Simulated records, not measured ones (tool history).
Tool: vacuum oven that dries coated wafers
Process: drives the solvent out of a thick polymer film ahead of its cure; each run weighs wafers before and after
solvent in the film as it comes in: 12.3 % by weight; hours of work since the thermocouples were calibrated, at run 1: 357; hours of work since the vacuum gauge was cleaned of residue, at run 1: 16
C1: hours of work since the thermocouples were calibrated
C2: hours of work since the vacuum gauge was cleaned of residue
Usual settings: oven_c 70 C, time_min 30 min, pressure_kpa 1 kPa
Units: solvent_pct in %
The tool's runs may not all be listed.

Run 1, hour 0: usual settings; C1 357; C2 16. Result: solvent_pct 0.8 %.
Run 2, hour 13.1: usual settings; C1 362; C2 22. Result: solvent_pct 0.72 %.
Run 3, hour 26.2: usual settings but time_min 25 min; C1 368; C2 27. Result: solvent_pct 1 %.
Run 4, hour 41.6: usual settings but time_min 34 min; C1 375; C2 34. Result: solvent_pct 0.68 %.
Run 5, hour 65.8: usual settings but time_min 34 min; C1 385; C2 44. Result: solvent_pct 0.65 %.
Run 6, hour 91.6: usual settings but time_min 34 min; C1 396; C2 55. Result: solvent_pct 0.69 %.
Run 7, hour 122.1: usual settings but time_min 34 min; C1 409; C2 68. Result: solvent_pct 0.62 %.
Run 8, hour 143.1: usual settings but time_min 34 min, pressure_kpa 0.9 kPa; C1 418; C2 77. Result: solvent_pct 0.61 %.
Run 9, hour 171: usual settings; C1 430; C2 89. Result: solvent_pct 0.78 %.
Run 10, hour 193.3: usual settings; C1 440; C2 99. Result: solvent_pct 0.78 %.
Run 11, hour 215.3: usual settings but oven_c 57 C; C1 449; C2 108. Result: solvent_pct 3.63 %.
At hour 219.1: oven's thermocouples calibrated.
Run 12, hour 231.8: usual settings; C1 5; C2 115. Result: solvent_pct 0.73 %.
Run 13, hour 253: usual settings; C1 15; C2 124. Result: solvent_pct 0.71 %.
Run 14, hour 283.4: usual settings but time_min 46 min, pressure_kpa 2.43 kPa; C1 28; C2 137. Result: solvent_pct 1.08 %.
Run 15, hour 303.7: usual settings but time_min 27 min, pressure_kpa 2.43 kPa; C1 36; C2 146. Result: solvent_pct 1.41 %.
Run 16, hour 322.7: usual settings but oven_c 61 C, time_min 25 min, pressure_kpa 2.43 kPa; C1 44; C2 154. Result: solvent_pct 3.58 %.
Run 17, hour 339.4: usual settings but oven_c 66 C; C1 52; C2 161. Result: solvent_pct 1.23 %.
At hour 362.9: oven's thermocouples calibrated, once more.
Run 18, hour 366.2: usual settings but oven_c 62 C, time_min 39 min, pressure_kpa 1.5 kPa; C1 1; C2 172. Result: solvent_pct 2.12 %.
Run 19, hour 390.9: usual settings but oven_c 62 C, time_min 39 min, pressure_kpa 1.5 kPa; C1 12; C2 182. Result: solvent_pct 2.15 %.
Run 20, hour 410.4: usual settings but time_min 37 min, pressure_kpa 1.14 kPa; C1 20; C2 191. Result: solvent_pct 0.76 %.
Run 21, hour 430.9: usual settings but oven_c 75 C, time_min 28 min, pressure_kpa 0.85 kPa; C1 29; C2 199. Result: solvent_pct 0.48 %.
Run 22, hour 444.4: usual settings but oven_c 75 C, time_min 16 min, pressure_kpa 0.76 kPa; C1 35; C2 205. Result: solvent_pct 1.11 %.
Run 23, hour 463.3: usual settings but oven_c 75 C, time_min 23 min, pressure_kpa 2.55 kPa; C1 43; C2 213. Result: solvent_pct 1.21 %.

Measured less the same run without the tool's hidden state. The same run-to-run variation is in both; the gauge's scatter may not be:
The hidden state here: true wafer temperature over the reading, C; true pressure over the reading, kPa; drift of the gauge itself on solvent_pct, %.
run  solvent_pct
  1        -0.08
  2        -0.08
  3        -0.11
  4        -0.06
  5        -0.06
  6        -0.06
  7        -0.06
  8        -0.07
  9        -0.09
 10        -0.09
 11        -0.28
 12        -0.14
 13        -0.14
 14        -0.09
 15         -0.2
 16        -0.44
 17        -0.26
 18        +0.12
 19        +0.12
 20        +0.05
 21        +0.03
 22        +0.07
 23        +0.05
